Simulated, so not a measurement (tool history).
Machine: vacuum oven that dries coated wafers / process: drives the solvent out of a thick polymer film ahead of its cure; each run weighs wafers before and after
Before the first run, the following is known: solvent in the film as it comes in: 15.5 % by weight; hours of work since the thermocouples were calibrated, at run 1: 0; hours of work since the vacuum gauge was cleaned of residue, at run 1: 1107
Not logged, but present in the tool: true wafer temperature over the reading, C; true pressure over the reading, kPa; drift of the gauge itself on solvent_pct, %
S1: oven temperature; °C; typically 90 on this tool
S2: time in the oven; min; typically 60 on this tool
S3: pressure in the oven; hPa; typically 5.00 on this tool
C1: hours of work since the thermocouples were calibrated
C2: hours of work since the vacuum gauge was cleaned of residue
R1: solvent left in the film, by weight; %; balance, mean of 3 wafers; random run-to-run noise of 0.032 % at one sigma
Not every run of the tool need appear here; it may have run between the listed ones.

run 1 hour=0.0 | S1=90 S2=60 S3=5.00 | C1=0 C2=1107 | R1=1.71
run 2 hour=48.4 | S1=90 S2=60 S3=2.56 | C1=31 C2=1137 | R1=1.65
run 3 hour=116.1 | S1=90 S2=60 S3=2.56 | C1=73 C2=1180 | R1=1.69
run 4 hour=151.2 | S1=90 S2=60 S3=2.56 | C1=95 C2=1202 | R1=1.68
run 5 hour=216.7 | S1=90 S2=60 S3=5.00 | C1=136 C2=1243 | R1=1.75
run 6 hour=269.0 | S1=90 S2=72 S3=5.00 | C1=169 C2=1276 | R1=1.26
run 7 hour=312.9 | S1=90 S2=72 S3=5.00 | C1=197 C2=1304 | R1=1.34
run 8 hour=349.3 | S1=90 S2=57 S3=5.00 | C1=220 C2=1327 | R1=1.99
run 9 hour=403.1 | S1=96 S2=60 S3=5.00 | C1=254 C2=1361 | R1=0.73
run 10 hour=461.7 | S1=96 S2=60 S3=5.00 | C1=291 C2=1398 | R1=0.78
run 11 hour=520.7 | S1=90 S2=75 S3=5.00 | C1=328 C2=1435 | R1=1.25
run 12 hour=555.7 | S1=90 S2=75 S3=5.00 | C1=350 C2=1457 | R1=1.33
run 13 hour=624.0 | S1=90 S2=75 S3=5.00 | C1=393 C2=1500 | R1=1.30
run 14 hour=685.9 | S1=90 S2=75 S3=5.00 | C1=432 C2=1539 | R1=1.28
run 15 hour=727.9 | S1=90 S2=75 S3=5.00 | C1=458 C2=1565 | R1=1.25
run 16 hour=802.6 | S1=90 S2=75 S3=5.00 | C1=505 C2=1612 | R1=1.22
run 17 hour=843.5 | S1=90 S2=75 S3=5.00 | C1=531 C2=1638 | R1=1.28
run 18 hour=874.9 | S1=90 S2=75 S3=5.00 | C1=551 C2=1658 | R1=1.32
run 19 hour=913.0 | S1=90 S2=75 S3=5.00 | C1=575 C2=1682 | R1=1.35
run 20 hour=953.8 | S1=90 S2=75 S3=5.00 | C1=601 C2=1707 | R1=1.32
run 21 hour=1002.7 | S1=90 S2=75 S3=5.00 | C1=631 C2=1738 | R1=1.30
run 22 hour=1073.9 | S1=90 S2=75 S3=5.00 | C1=676 C2=1783 | R1=1.36
run 23 hour=1150.5 | S1=102 S2=53 S3=3.02 | C1=725 C2=1831 | R1=0.42
run 24 hour=1205.6 | S1=99 S2=41 S3=3.02 | C1=759 C2=1866 | R1=1.25
run 25 hour=1265.1 | S1=99 S2=41 S3=3.02 | C1=797 C2=1904 | R1=1.26
run 26 hour=1325.2 | S1=99 S2=42 S3=3.02 | C1=835 C2=1941 | R1=1.18
run 27 hour=1376.0 | S1=89 S2=58 S3=4.66 | C1=867 C2=1973 | R1=2.41
run 28 hour=1416.6 | S1=98 S2=36 S3=17.04 | C1=892 C2=1999 | R1=2.15
run 29 hour=1468.1 | S1=87 S2=34 S3=16.39 | C1=925 C2=2031 | R1=5.65
run 30 hour=1539.8 | S1=87 S2=34 S3=4.80 | C1=970 C2=2077 | R1=5.38
run 31 hour=1601.8 | S1=91 S2=60 S3=19.56 | C1=1009 C2=2116 | R1=2.31
run 32 hour=1676.9 | S1=90 S2=38 S3=7.07 | C1=1056 C2=2163 | R1=4.07
-- hour=1719.2 oven's thermocouples calibrated
run 33 hour=1750.8 | S1=90 S2=38 S3=4.05 | C1=20 C2=2208 | R1=3.48
run 34 hour=1784.6 | S1=90 S2=57 S3=4.05 | C1=41 C2=2229 | R1=1.97
run 35 hour=1836.6 | S1=90 S2=85 S3=6.83 | C1=74 C2=2262 | R1=1.03
run 36 hour=1885.7 | S1=92 S2=49 S3=3.52 | C1=105 C2=2293 | R1=2.02
run 37 hour=1950.0 | S1=78 S2=46 S3=3.52 | C1=145 C2=2334 | R1=6.60
run 38 hour=1999.0 | S1=86 S2=48 S3=5.93 | C1=176 C2=2364 | R1=3.82
run 39 hour=2052.3 | S1=86 S2=48 S3=5.93 | C1=210 C2=2398 | R1=3.80
run 40 hour=2126.5 | S1=102 S2=89 S3=16.15 | C1=257 C2=2445 | R1=0.52

For run 41, what comes out?
run 41 hour=2198.1 | S1=102 S2=89 S3=16.15 | C1=302 C2=2490 | R1=?

{"run 41": {"R1": 0.54}}
If the tool had no hidden condition, the same run with the same run-to-run variation would have returned R1 0.32 %.

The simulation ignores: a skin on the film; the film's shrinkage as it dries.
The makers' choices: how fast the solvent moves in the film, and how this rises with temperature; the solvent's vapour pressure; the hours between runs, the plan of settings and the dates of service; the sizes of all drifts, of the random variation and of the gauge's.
